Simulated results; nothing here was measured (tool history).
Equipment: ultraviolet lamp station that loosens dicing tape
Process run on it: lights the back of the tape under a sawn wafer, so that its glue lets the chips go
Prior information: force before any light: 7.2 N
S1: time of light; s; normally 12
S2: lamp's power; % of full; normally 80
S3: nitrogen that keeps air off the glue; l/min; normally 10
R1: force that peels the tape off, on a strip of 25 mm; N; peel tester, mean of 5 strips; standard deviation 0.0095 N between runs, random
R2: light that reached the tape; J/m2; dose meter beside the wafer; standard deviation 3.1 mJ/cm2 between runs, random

run,hour,S1,S2,S3,R1,R2
1,0.0,12,80,10,0.518,4140
2,12.1,12,80,10,0.537,4090
3,24.8,12,80,10,0.518,4080
4,36.8,12,80,10,0.561,4100
5,57.7,12,80,10,0.566,4070
6,73.9,12,80,10,0.557,4090
7,84.3,12,80,10,0.539,4040
8,93.6,12,80,10,0.564,4100
9,102.4,12,74,10,0.633,3720
10,119.1,12,74,10,0.671,3720
11,137.6,12,74,10,0.680,3710
12,155.9,12,80,6,0.849,4010
13,173.4,12,80,6,0.872,3960
14,193.1,12,80,10,0.567,3980
15,214.0,12,80,10,0.596,3990
16,232.7,12,80,10,0.585,3910
17,245.1,12,80,10,0.571,3940
18,266.6,12,80,10,0.589,3930
19,280.6,17,80,10,0.308,5500
20,290.6,17,80,10,0.305,5460
21,304.8,12,81,4,1.249,3890
22,316.1,12,86,3,1.388,4110
23,330.0,9,91,11,0.806,3280
24,348.8,13,71,11,0.648,3620
25,367.7,17,80,10,0.292,5370
26,381.0,17,80,10,0.313,5370
27,399.4,18,95,8,0.251,6710
28,414.3,6,95,9,1.680,2200
29,423.2,11,83,7,0.938,3580
30,441.2,12,80,9,0.747,3780
31,457.9,18,79,8,0.351,5570
32,471.0,12,63,10,1.088,2930
33,491.6,12,63,10,1.025,2870
34,507.3,12,63,10,1.040,2890
35,520.6,19,95,8,0.228,6850
36,538.3,19,76,15,0.222,5560
37,552.0,19,76,17,0.209,5470
# hour 567.0: window cleaned of glue's vapour
38,567.0,19,76,17,0.173,6700
39,576.8,9,80,4,1.574,3340

Hidden state or all else? Some run-to-run changes of R1, split into what the settings, what came in and random variation would give without the hidden state, and what is left for the hidden state (with any gauge scatter that isn't in both results):
The tool's hidden condition here consists of: lamp's light, % of a new lamp's; light that the window lets through, % of a clean one's; drift of the gauge itself on peel_n, %; drift of the gauge itself on dose_mj_cm2, %.
Run 20 -> 21: S1 17 -> 12, S2 80 -> 81, S3 10 -> 4. R1 +0.944 N: hidden state +0.286, all else +0.658.
Run 27 -> 28: S1 18 -> 6, S3 8 -> 9. R1 +1.429 N: hidden state +0.420, all else +1.009.
Run 34 -> 35: S1 12 -> 19, S2 63 -> 95, S3 10 -> 8. R1 -0.812 N: hidden state -0.331, all else -0.481.
Run 38 -> 39: S1 19 -> 9, S2 76 -> 80, S3 17 -> 4. R1 +1.401 N: hidden state +0.140, all else +1.261.
